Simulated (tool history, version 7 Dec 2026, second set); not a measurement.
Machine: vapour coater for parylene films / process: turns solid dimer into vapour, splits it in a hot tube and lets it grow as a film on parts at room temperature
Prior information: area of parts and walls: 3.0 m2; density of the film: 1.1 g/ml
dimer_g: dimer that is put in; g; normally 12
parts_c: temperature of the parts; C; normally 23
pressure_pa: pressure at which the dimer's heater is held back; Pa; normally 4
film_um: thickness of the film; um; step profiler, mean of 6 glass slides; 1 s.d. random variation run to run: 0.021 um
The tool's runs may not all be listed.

run,hour,dimer_g,parts_c,pressure_pa,film_um
1,0,12,23,4,2.44
2,10.6,12,23,5.22,2.38
3,29.1,12,23,5.22,2.38
4,45.2,13,23,4,2.64
5,62.5,13,23,4,2.64
6,78,12,26,4,2.1
7,98.9,12,26,4,2.1
8,119.6,12,26,4,2.1
9,139.9,12,26,4,2.14
10,163.7,12,26,4,2.14
11,175.1,12,26,4,2.11
12,186.1,12,26,4,2.08
13,207,12,23,4,2.41
14,230.7,12,23,4,2.39
15,241.4,12,23,4,2.41
16,260.4,12,23,4,2.38
17,282.1,12,23,4,2.4
18,305.8,9,23,4,1.75
19,326.4,9,23,4,1.75
20,347.8,7,23,4,1.36
21,358.3,12,23,4,2.35
22,381.9,12,23,4,2.38
23,393.7,15,33,4.12,1.87
24,410.1,12,28,9.51,1.61
25,428,5,16,6.38,1.23
26,452,5,16,6.38,1.25
27,462.3,12,23,4.66,2.26

For run 28, what comes out?
28,472.3,12,20,4.66,?

For run 28 the tool returned film_um 2.63 um.
The same run, on a tool lacking any hidden state, would have yielded film_um 2.95 um.
